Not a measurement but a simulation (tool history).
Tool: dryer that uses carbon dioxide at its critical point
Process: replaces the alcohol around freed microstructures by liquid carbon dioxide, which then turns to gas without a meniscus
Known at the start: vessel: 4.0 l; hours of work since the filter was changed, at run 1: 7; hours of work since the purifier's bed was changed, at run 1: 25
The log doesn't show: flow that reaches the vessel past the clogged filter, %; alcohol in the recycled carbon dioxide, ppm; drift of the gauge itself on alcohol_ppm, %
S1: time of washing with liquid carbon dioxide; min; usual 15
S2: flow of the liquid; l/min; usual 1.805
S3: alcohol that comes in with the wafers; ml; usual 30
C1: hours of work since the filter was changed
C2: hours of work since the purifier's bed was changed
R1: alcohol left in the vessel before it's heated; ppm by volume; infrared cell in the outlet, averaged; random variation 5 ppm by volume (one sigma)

{"run": 1, "hour": 0.0, "S1": 15, "S2": 1.805, "S3": 30, "C1": 7, "C2": 25, "R1": 37}
{"run": 2, "hour": 14.0, "S1": 21, "S2": 1.805, "S3": 30, "C1": 12, "C2": 30, "R1": 14}
{"run": 3, "hour": 37.3, "S1": 21, "S2": 1.805, "S3": 30, "C1": 20, "C2": 38, "R1": 28}
{"run": 4, "hour": 50.2, "S1": 21, "S2": 1.805, "S3": 30, "C1": 24, "C2": 43, "R1": 7}
{"run": 5, "hour": 76.6, "S1": 21, "S2": 1.805, "S3": 30, "C1": 33, "C2": 52, "R1": 22}
{"run": 6, "hour": 94.2, "S1": 15, "S2": 1.805, "S3": 30, "C1": 40, "C2": 58, "R1": 44}
{"run": 7, "hour": 119.7, "S1": 15, "S2": 1.805, "S3": 35, "C1": 49, "C2": 67, "R1": 52}
{"run": 8, "hour": 147.3, "S1": 12, "S2": 1.14, "S3": 30, "C1": 58, "C2": 77, "R1": 464}
{"run": 9, "hour": 172.3, "S1": 12, "S2": 1.14, "S3": 30, "C1": 67, "C2": 86, "R1": 491}
{"run": 10, "hour": 188.6, "S1": 15, "S2": 1.66, "S3": 30, "C1": 73, "C2": 92, "R1": 69}
{"run": 11, "hour": 212.7, "S1": 15, "S2": 1.66, "S3": 30, "C1": 81, "C2": 100, "R1": 80}
{"run": 12, "hour": 233.1, "S1": 21, "S2": 2.7, "S3": 53, "C1": 88, "C2": 107, "R1": 30}
{"run": 13, "hour": 258.9, "S1": 14, "S2": 1.3, "S3": 24, "C1": 97, "C2": 116, "R1": 168}
{"run": 14, "hour": 279.3, "S1": 21, "S2": 3.05, "S3": 28, "C1": 105, "C2": 123, "R1": 33}

Forecast each of these 5 alternatives for the next run:
{"run": "A", "hour": 301.7, "S1": 21, "S2": 1.56, "S3": 28, "C1": 112, "C2": 131, "R1": "?"}
{"run": "B", "hour": 301.7, "S1": 21, "S2": 2.68, "S3": 28, "C1": 112, "C2": 131, "R1": "?"}
{"run": "C", "hour": 301.7, "S1": 20, "S2": 2.19, "S3": 20, "C1": 112, "C2": 131, "R1": "?"}
{"run": "D", "hour": 301.7, "S1": 15, "S2": 1.83, "S3": 30, "C1": 112, "C2": 131, "R1": "?"}
{"run": "E", "hour": 301.7, "S1": 21, "S2": 2.16, "S3": 38, "C1": 112, "C2": 131, "R1": "?"}

run=A R1=31
run=B R1=34
run=C R1=31
run=D R1=64
run=E R1=31
Without the tool's hidden state the same runs would have given:
run=A R1=2
run=B R1=6
run=C R1=3
run=D R1=31
run=E R1=4
